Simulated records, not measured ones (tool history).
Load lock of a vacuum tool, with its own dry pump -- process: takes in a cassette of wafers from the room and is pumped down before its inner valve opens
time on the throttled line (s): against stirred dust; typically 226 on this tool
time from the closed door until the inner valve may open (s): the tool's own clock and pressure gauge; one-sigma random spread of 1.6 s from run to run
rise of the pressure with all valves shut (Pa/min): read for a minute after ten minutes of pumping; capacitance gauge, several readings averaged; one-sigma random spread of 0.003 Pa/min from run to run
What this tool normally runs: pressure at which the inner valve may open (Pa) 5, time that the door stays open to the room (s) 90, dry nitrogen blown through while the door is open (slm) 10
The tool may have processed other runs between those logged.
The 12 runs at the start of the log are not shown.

run     hour  time on the throttled line (s)  pressure at which the inner valve may open (Pa)  time that the door stays open to the room (s)  dry nitrogen blown through while the door is open (slm)  hours that the pump has run since its overhaul  times that the door has closed on its seal  incoming humidity of the room's air, %  time from the closed door until the inner valve may open (s)  rise of the pressure with all valves shut (Pa/min)
 13   3960.7                             423                                                5                                             90                                                       10                                            5906                                       41433                                      47                                                         484.5                                               0.125
 14   4287.8                             423                                                8                                             90                                                       10                                            6233                                       42442                                    40.9                                                           479                                               0.126
 15   4672.1                             423                                                8                                             90                                                       10                                            6617                                       43627                                    42.4                                                           472                                               0.131
 16   5001.5                             423                                                8                                             90                                                       10                                            6947                                       44643                                    46.1                                                           479                                               0.132
 17   5260.6                             423                                                8                                             90                                                       10                                            7206                                       45443                                    45.9                                                         479.1                                               0.138
 18     5549                             423                                                8                                             90                                                        4                                            7494                                       46332                                    45.3                                                         479.2                                               0.142
 19   5822.1                             238                                                5                                             90                                                       10                                            7767                                       47174                                    43.1                                                         314.7                                               0.151
 20   6075.3                             346                                                5                                             90                                                       30                                            8020                                       47955                                    41.6                                                           414                                               0.139
 21     6369                             346                                                5                                             90                                                       30                                            8314                                       48861                                    45.1                                                         415.4                                               0.143
 22   6641.6                             346                                                5                                             90                                                       30                                            8587                                       49702                                    43.1                                                         415.9                                               0.147
      6749.4  -- door's seal changed, seat wiped
 23   7024.3                             253                                                8                                             90                                                        6                                            8968                                         848                                    45.8                                                         330.5                                               0.024
 24   7473.2                             253                                                8                                             90                                                        6                                            9417                                        2232                                    43.3                                                         329.2                                               0.024
 25   7814.5                             253                                                8                                             90                                                        6                                            9758                                        3285                                    44.3                                                         327.7                                               0.032
 26   8251.5                             247                                                5                                             90                                                       10                                           10195                                        4633                                    44.1                                                         329.3                                               0.023
 27   8476.2                             226                                                7                                             90                                                       10                                           10420                                        5326                                    45.3                                                         306.7                                               0.025
 28   8822.9                             226                                                5                                             90                                                       29                                           10766                                        6395                                    44.5                                                         309.7                                               0.023
 29   9275.7                             226                                                5                                             90                                                       29                                           11219                                        7792                                    45.9                                                         315.6                                               0.026
 30   9581.8                             330                                               10                                             64                                                        6                                           11525                                        8736                                    47.9                                                         398.9                                               0.043
 31   9783.5                             226                                                5                                             96                                                       16                                           11727                                        9358                                    44.9                                                         312.3                                               0.026
 32   9978.4                             115                                                7                                            184                                                       16                                           11922                                        9959                                    49.9                                                           211                                               0.041
 33  10336.8                             262                                                5                                             90                                                       37                                           12280                                       11065                                    41.9                                                         343.8                                               0.024
 34  10558.6                             143                                                9                                             45                                                       10                                           12502                                       11749                                    42.8                                                         235.2                                                0.03
 35  10877.7                             143                                               10                                             51                                                       10                                           12821                                       12733                                      44                                                         233.7                                               0.036

Consider 4 possible next runs. They are alternatives, not a sequence: every one starts from the tool as it was left by run 35. What does each give?
  A  11208.2                             226                                                7                                             90                                                       10                                           13152                                       13752                                    49.9                                                             ?                                                   ?
  B  11208.2                             226                                                7                                             90                                                       17                                           13152                                       13752                                    44.1                                                             ?                                                   ?
  C  11208.2                             154                                                8                                             51                                                       32                                           13152                                       13752                                    45.5                                                             ?                                                   ?
  D  11208.2                             283                                                5                                             90                                                       10                                           13152                                       13752                                    45.5                                                             ?                                                   ?

run  time from the closed door until the inner valve may open (s)  rise of the pressure with all valves shut (Pa/min)
  A                                                         311.9                                               0.044
  B                                                         306.5                                               0.043
  C                                                         246.6                                                0.03
  D                                                         364.9                                                0.04
With no hidden state in the tool, these same runs would have given:
run  time from the closed door until the inner valve may open (s)  rise of the pressure with all valves shut (Pa/min)
  A                                                         296.2                                               0.025
  B                                                         291.1                                               0.024
  C                                                         229.7                                               0.011
  D                                                         349.7                                               0.021
